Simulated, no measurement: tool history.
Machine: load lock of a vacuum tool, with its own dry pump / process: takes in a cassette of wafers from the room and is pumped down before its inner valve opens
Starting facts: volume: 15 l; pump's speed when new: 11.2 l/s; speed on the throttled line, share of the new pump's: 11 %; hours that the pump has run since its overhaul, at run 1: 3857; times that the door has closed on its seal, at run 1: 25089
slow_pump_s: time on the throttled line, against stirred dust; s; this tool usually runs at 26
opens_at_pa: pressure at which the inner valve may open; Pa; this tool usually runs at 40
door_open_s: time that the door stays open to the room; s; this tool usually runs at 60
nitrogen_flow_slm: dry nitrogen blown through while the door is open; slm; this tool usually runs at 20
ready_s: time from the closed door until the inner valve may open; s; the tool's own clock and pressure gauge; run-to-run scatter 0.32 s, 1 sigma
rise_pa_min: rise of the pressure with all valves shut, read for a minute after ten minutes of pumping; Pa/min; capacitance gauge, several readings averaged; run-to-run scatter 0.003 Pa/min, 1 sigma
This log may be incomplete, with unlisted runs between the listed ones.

run	hour	slow_pump_s	opens_at_pa	door_open_s	nitrogen_flow_slm	hours that the pump has run since its overhaul	times that the door has closed on its seal	incoming humidity of the room's air, %	ready_s	rise_pa_min
1	0.0	26	40	60	20	3857	25089	45.3	34.4	0.345
2	101.0	26	40	60	20	3958	25587	42.8	34.5	0.356
3	218.3	26	40	60	20	4075	26166	45.9	34.3	0.374
4	409.1	26	40	60	20	4266	27107	46.9	34.7	0.391
5	602.4	26	40	60	20	4459	28060	46.7	34.2	0.408
6	763.3	26	40	60	20	4620	28854	41.1	34.6	0.435
7	871.1	26	40	60	4	4728	29385	44.3	33.7	0.478
8	1075.3	26	40	60	20	4932	30392	50.3	34.0	0.465
9	1199.3	26	46	60	20	5056	31004	44.4	34.3	0.465
10	1386.8	26	63	60	20	5243	31929	46.2	33.5	0.491
11	1609.8	26	40	60	20	5467	33029	45.2	34.6	0.516
12	1707.7	26	40	60	20	5564	33511	48.6	34.5	0.528
13	1815.7	26	40	60	20	5672	34044	43.0	35.3	0.543
14	1992.0	26	40	60	20	5849	34913	44.1	34.2	0.561
15	2200.1	26	40	60	20	6057	35940	46.1	34.5	0.583
16	2424.4	26	40	60	20	6281	37046	46.6	34.2	0.614
17	2584.7	26	40	60	20	6441	37836	44.7	34.8	0.639
18	2751.8	26	40	60	22	6608	38660	44.9	34.5	0.656
19	2876.3	27	55	60	34	6733	39274	44.8	35.0	0.663
20	3029.5	27	55	60	34	6886	40030	45.5	34.8	0.690
21	3155.2	27	55	45	10	7012	40650	47.9	34.7	0.719
22	3359.8	26	40	148	5	7217	41659	44.7	35.1	0.797
23	3544.5	26	40	148	5	7401	42570	47.7	34.7	0.840
# hour 3697.5: door's seal changed, seat wiped
24	3766.3	21	40	32	5	7622	339	43.7	30.0	0.072
25	3904.0	21	31	32	5	7759	1018	45.3	30.6	0.073
26	4022.4	21	31	32	5	7878	1602	47.2	30.5	0.081

Here are 5 independent what-if runs from the current tool condition. What would each one return?
A	4243.5	20	71	46	5	8099	2693	45.7	?	?
B	4243.5	49	61	167	20	8099	2693	45.0	?	?
C	4243.5	20	31	60	9	8099	2693	43.2	?	?
D	4243.5	19	31	226	5	8099	2693	44.6	?	?
E	4243.5	26	75	26	11	8099	2693	45.4	?	?

run	ready_s	rise_pa_min
A	29.1	0.094
B	54.1	0.093
C	30.1	0.090
D	29.4	0.157
E	33.9	0.063
What these runs would have given with no unlogged condition in the tool:
run	ready_s	rise_pa_min
A	28.0	0.075
B	53.4	0.074
C	28.8	0.070
D	28.1	0.137
E	32.9	0.044
